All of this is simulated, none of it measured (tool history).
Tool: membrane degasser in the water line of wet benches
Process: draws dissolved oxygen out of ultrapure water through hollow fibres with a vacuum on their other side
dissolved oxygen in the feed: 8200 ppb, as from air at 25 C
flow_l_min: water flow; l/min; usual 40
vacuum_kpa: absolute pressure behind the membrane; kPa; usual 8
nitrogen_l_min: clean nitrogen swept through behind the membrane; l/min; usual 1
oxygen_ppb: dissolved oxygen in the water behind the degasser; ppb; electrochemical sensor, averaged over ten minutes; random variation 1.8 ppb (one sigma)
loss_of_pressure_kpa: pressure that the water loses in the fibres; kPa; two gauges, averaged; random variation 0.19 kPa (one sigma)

run	hour	flow_l_min	vacuum_kpa	nitrogen_l_min	oxygen_ppb	loss_of_pressure_kpa
1	0	40	8	1	398.8	37.54
2	67.8	40	8	1.96	229.5	37.35
3	122.6	40	8	0.61	566.9	37.31
4	191.4	40	8	0.61	572.6	37.69
5	251.5	40	8	0.61	575.1	37.5
6	288.5	40	8	1	398.3	37.57
7	351.5	40	8	1	399.4	37.62
8	406.8	40	8	1	402.2	37.66
9	444.8	40	8	2.53	184.4	37.54
10	488.3	40	8	2.53	184.9	37.21
11	522.6	40	8	2.53	185.5	37.6
12	553.2	40	8	1	401.3	37.86
13	594.7	40	8	1.1	372.8	38.04
14	639.6	40	8	1.1	371.5	37.58
15	701.3	40	8	1.1	372.6	37.72
16	764.4	40	5.33	0.76	244.9	37.41
17	827.4	50	15.07	0.52	1594.5	46.85
18	896	50	15.07	0.52	1605.1	47.26
19	935	63	15.07	2.09	723.7	59.69
20	980.6	63	15.07	2.09	723.2	59.49
# hour 1005.3: vacuum gauge calibrated
21	1031.5	63	10.1	1.17	658.2	59.16
22	1065.6	37	8	0.47	599.4	34.89
23	1117.1	39	11.16	0.42	1068	36.48
24	1179.1	48	5.85	2.07	136.2	45.12
25	1236.6	48	5.85	2.07	136.5	45.2
26	1266.4	39	8	1	365	36.95
27	1314.9	40	7.33	1	321.5	37.44

5 ways to go on from here, each from the tool as it stands after run 27. What would each give?
A	1382.6	40	10.01	1	?	?
B	1382.6	44	8.29	1	?	?
C	1382.6	40	19.38	0.75	?	?
D	1382.6	33	12.1	1.02	?	?
E	1382.6	40	19.23	1	?	?

run	oxygen_ppb	loss_of_pressure_kpa
A	521	37.42
B	425.7	41.42
C	1420.8	37.46
D	567.6	30.74
E	1140.9	37.61
Without the tool's hidden state the same runs would have given:
run	oxygen_ppb	loss_of_pressure_kpa
A	519.9	37.08
B	424.9	41.05
C	1420.5	37.13
D	565.9	30.47
E	1139	37.28

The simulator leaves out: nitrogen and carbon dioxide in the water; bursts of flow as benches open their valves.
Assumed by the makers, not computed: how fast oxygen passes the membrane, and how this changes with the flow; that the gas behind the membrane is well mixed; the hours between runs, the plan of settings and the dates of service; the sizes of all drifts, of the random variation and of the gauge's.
